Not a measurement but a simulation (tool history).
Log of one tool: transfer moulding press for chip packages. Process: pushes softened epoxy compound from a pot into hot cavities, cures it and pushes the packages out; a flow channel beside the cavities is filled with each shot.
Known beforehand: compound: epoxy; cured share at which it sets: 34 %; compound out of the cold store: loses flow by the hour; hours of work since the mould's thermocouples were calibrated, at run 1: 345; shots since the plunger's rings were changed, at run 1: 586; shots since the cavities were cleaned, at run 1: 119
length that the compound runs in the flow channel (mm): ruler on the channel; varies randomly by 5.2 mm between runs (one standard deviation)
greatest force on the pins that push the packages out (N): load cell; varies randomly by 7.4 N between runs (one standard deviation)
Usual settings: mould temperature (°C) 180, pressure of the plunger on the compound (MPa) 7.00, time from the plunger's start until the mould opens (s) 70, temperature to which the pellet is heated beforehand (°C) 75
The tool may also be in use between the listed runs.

run	hour	mould temperature (°C)	pressure of the plunger on the compound (MPa)	time from the plunger's start until the mould opens (s)	temperature to which the pellet is heated beforehand (°C)	hours of work since the mould's thermocouples were calibrated	shots since the plunger's rings were changed	shots since the cavities were cleaned	incoming compound's hours out of the cold store	length that the compound runs in the flow channel (mm)	greatest force on the pins that push the packages out (N)
1	0.0	180	7.00	70	75	345	586	119	34.7	755	385
# hour 29.6: cavities cleaned with cleaning compound and waxed
2	46.9	180	7.00	70	66	372	1215	239	43.0	727	411
# hour 65.4: cavities cleaned with cleaning compound and waxed
3	76.5	180	7.00	70	66	389	1605	154	26.0	778	397
# hour 101.4: cavities cleaned with cleaning compound and waxed
4	118.6	180	7.00	70	75	413	2167	237	33.6	747	429
# hour 136.9: mould's thermocouples calibrated
# hour 142.3: cavities cleaned with cleaning compound and waxed
5	153.7	180	7.00	70	75	9	2606	158	12.1	807	390
6	175.6	180	7.00	70	75	22	2909	461	22.9	770	523
# hour 179.5: cavities cleaned with cleaning compound and waxed
7	204.2	177	6.66	70	75	39	3285	342	26.4	749	533
# hour 210.7: plunger's sealing rings changed
# hour 219.2: cavities cleaned with cleaning compound and waxed
8	247.5	179	7.69	99	75	62	488	391	31.5	819	425
# hour 254.6: cavities cleaned with cleaning compound and waxed
9	268.7	179	7.69	58	75	74	761	194	29.8	817	582

What does the tool deliver on the next run?
# hour 290.5: cavities cleaned with cleaning compound and waxed
10	290.5	180	7.00	77	66	87	1043	0	21.1	?	?

{"run 10": {"length that the compound runs in the flow channel (mm)": 803, "greatest force on the pins that push the packages out (N)": 314}}
With the hidden condition absent and the run-to-run variation left alone, this run would have shown length that the compound runs in the flow channel (mm) 818, greatest force on the pins that push the packages out (N) 303.
